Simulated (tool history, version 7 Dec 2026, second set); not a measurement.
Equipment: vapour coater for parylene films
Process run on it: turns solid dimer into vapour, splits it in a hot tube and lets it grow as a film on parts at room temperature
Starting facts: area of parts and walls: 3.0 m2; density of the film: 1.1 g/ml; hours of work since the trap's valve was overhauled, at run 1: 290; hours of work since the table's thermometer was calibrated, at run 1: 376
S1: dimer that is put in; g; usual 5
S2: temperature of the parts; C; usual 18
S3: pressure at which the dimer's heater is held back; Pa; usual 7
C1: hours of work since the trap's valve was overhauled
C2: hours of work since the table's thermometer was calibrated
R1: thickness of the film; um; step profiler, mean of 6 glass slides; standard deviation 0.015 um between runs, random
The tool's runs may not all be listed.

run     day  S1  S2    S3   C1   C2    R1
  1       0   5  18     7  290  376  0.82
  2   0.758   5  18     7  301  386  0.82
  3   1.662   5  18  2.89  314  399  0.87
  4   2.817   9  18     7  330  415  1.47
  5   3.383   9  12     7  338  423  1.62
  6   4.238   5  18  7.07  349  435  0.77
  7   5.217   5  18  7.07  363  448  0.81
  8     6.1   5  18  7.07  375  460  0.82
  9   7.433   5  18  7.07  394  479  0.77
 10   8.658   5  18  2.98  411  496  0.82
 11   9.679   5  18  2.98  425  510  0.81
 12  10.833   5  24     7  441  526  0.69
 13  11.658   5  18     7  453  538  0.76
 14  12.992   5  18     7  471  556  0.78
 15  13.888   5  18     7  484  569  0.77
 16  15.054   5  18     7  500  585  0.75
 17  16.171   5  18     7  515  601  0.73
 18  17.512   5  18     7  534  619  0.76
 19   18.75   5  18     7  551  636  0.75
     19.679  -- trap's valve overhauled
 20  19.762   5  18  5.78    1  648  0.72
 21  20.954   5  18     7   18  665  0.72
      22.25  -- trap's valve overhauled, once more
 22    22.5   5  18     7    3  684  0.87
 23  23.112   5  18  8.24   12  692  0.86
 24  24.417   5  18  8.24   30  711  0.86
 25  25.308   5  18  8.24   43  723  0.84
 26  26.675   5  16     7   62  742  0.91
 27  27.967   7  22     7   80  760  1.08
 28  28.575   5  19     7   88  768  0.83
 29  29.558   5  23  7.49  102  782  0.76
 30  30.804   3  18  9.04  119  799  0.49
 31  31.583   3  18  9.04  130  810  0.51
 32  32.375   2  28  4.96  141  821  0.26
 33    33.6   2  28  4.96  158  838  0.26
 34  34.275   2  28  4.96  167  848  0.26
 35  34.879   5  28  6.37  176  856  0.71
 36  35.721   5  28  6.37  187  868  0.67
 37  37.004   8  27  6.37  205  886  1.09
 38  38.212   7  14  2.09  222  903  1.33
 39  39.042   3  11  8.83  234  914  0.58
 40    39.8   5  21  2.52  244  925  0.79
 41  40.667   5  29  8.92  256  937  0.61
 42  41.362   5  26  3.56  266  946  0.73
 43  42.354   6  28     7  280  960  0.78
 44  43.021   8  28     7  289  969  1.04
 45  43.796   3  14  6.68  300  980  0.53
 46  44.546   5  23     7  310  991  0.71

Selected run-to-run steps in R1, each split into two signed amounts: the part the tool would show with no hidden state at all (from settings, incoming material and random variation), and the remainder, which goes to the hidden state together with any gauge scatter not common to the measured and the hidden-state-free results:
Unlogged tool condition in this case: vapour lost through the trap's worn valve, %; true temperature of the parts over the reading, C; drift of the gauge itself on film_um, %.
Run 3 -> 4: S1 5 -> 9, S3 2.89 -> 7. R1 +0.6 um: hidden state -0.07, all else +0.67.
Run 5 -> 6: S1 9 -> 5, S2 12 -> 18, S3 7 -> 7.07. R1 -0.85 um: hidden state +0.09, all else -0.94.
Run 21 -> 22: trap's valve overhauled, once more. R1 +0.15 um: hidden state +0.14, all else +0.01.
Run 38 -> 39: S1 7 -> 3, S2 14 -> 11, S3 2.09 -> 8.83. R1 -0.75 um: hidden state +0.05, all else -0.8.

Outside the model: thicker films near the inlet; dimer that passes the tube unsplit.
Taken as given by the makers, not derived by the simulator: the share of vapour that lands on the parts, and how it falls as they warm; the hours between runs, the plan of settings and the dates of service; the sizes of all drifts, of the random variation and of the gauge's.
